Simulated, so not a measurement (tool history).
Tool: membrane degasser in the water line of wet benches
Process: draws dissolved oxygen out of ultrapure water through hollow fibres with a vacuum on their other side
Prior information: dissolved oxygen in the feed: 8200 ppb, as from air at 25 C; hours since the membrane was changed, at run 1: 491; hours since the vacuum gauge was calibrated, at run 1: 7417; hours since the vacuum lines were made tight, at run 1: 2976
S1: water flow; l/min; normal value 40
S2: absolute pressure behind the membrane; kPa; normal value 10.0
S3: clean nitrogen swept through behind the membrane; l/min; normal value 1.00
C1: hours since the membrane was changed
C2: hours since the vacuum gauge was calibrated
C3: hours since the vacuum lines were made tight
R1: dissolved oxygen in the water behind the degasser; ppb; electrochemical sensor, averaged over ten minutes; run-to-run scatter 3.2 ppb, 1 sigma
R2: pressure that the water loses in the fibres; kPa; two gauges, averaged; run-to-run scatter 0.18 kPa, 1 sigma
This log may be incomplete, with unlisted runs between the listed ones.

run	hour	S1	S2	S3	C1	C2	C3	R1	R2
1	0.0	40	10.0	1.00	491	7417	2976	559.3	32.17
2	38.7	40	10.0	1.00	530	7456	3015	554.5	32.22
3	119.0	40	10.0	1.00	610	7536	3095	555.7	32.17
4	188.8	40	10.0	1.65	680	7606	3165	381.3	32.21
5	250.8	40	10.0	1.00	742	7668	3227	562.0	32.30
6	296.0	40	10.0	1.00	787	7713	3272	556.7	32.46
7	376.0	40	7.7	1.00	867	7793	3352	389.0	32.23
8	444.2	55	7.9	0.47	935	7861	3420	855.9	44.74
9	516.5	40	11.1	1.00	1008	7934	3493	635.1	32.41
10	552.1	48	8.9	1.38	1043	7969	3528	459.6	39.08
11	603.3	48	13.0	1.06	1094	8020	3580	866.0	39.17
12	671.1	49	10.1	0.85	1162	8088	3647	767.4	39.85
13	703.8	44	7.5	0.84	1195	8121	3680	467.9	35.67
14	752.3	28	7.4	1.00	1243	8169	3729	258.8	22.90

Consider 3 possible next runs. They are alternatives, not a sequence: every one starts from the tool as it was left by run 14. What does each give?
A	805.3	31	10.0	2.47	1296	8222	3781	?	?
B	805.3	40	8.1	2.71	1296	8222	3781	?	?
C	805.3	32	17.5	2.13	1296	8222	3781	?	?

run	R1	R2
A	209.0	25.25
B	200.2	32.45
C	488.5	25.97
Stripped of hidden state, with their random variation kept, the same runs would have yielded:
run	R1	R2
A	201.8	25.08
B	192.3	32.23
C	478.4	25.79

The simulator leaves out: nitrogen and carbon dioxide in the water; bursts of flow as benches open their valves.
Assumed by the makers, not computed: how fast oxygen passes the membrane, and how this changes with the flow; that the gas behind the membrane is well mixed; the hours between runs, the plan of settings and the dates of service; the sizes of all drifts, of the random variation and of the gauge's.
